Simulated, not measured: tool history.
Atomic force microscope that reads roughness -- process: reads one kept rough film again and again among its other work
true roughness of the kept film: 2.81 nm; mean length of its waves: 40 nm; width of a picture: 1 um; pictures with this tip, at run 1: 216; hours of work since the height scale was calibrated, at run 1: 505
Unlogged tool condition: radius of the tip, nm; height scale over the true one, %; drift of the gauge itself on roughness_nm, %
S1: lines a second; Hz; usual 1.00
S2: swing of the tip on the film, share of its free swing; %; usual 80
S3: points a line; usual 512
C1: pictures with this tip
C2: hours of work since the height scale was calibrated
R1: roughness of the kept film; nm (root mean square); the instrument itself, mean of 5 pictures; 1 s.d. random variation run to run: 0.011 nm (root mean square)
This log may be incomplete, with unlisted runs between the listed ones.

run	hour	S1	S2	S3	C1	C2	R1
1	0.0	1.00	80	512	216	505	2.346
2	21.5	1.00	80	311	231	514	2.341
3	49.3	1.00	80	311	251	526	2.317
4	74.6	1.00	80	311	269	537	2.313
5	87.1	1.00	80	311	277	543	2.301
6	107.0	1.00	80	512	291	551	2.287
# hour 125.4: new tip fitted
7	136.7	1.00	80	512	8	564	2.529
8	160.7	1.00	80	512	25	574	2.520
9	187.8	1.00	80	512	44	586	2.505
10	213.2	1.11	88	512	62	597	2.424
11	230.6	1.49	88	535	74	605	2.364
12	255.9	2.53	71	493	92	616	2.384
13	284.0	2.53	71	493	111	628	2.376
14	312.2	0.58	68	419	131	640	2.524
15	333.5	1.27	63	545	146	650	2.473
16	355.5	1.27	63	545	161	659	2.485
17	373.4	1.66	64	915	174	667	2.429
18	385.9	1.66	64	915	183	672	2.428

Predict each of these 3 candidate next runs independently; none follows another, all start after run 18:
A	409.5	1.66	64	285	199	683	?
B	409.5	1.52	80	512	199	683	?
C	409.5	1.00	76	393	199	683	?

run	R1
A	2.395
B	2.312
C	2.386
Stripped of hidden state, with their random variation kept, the same runs would have yielded:
run	R1
A	2.596
B	2.506
C	2.586

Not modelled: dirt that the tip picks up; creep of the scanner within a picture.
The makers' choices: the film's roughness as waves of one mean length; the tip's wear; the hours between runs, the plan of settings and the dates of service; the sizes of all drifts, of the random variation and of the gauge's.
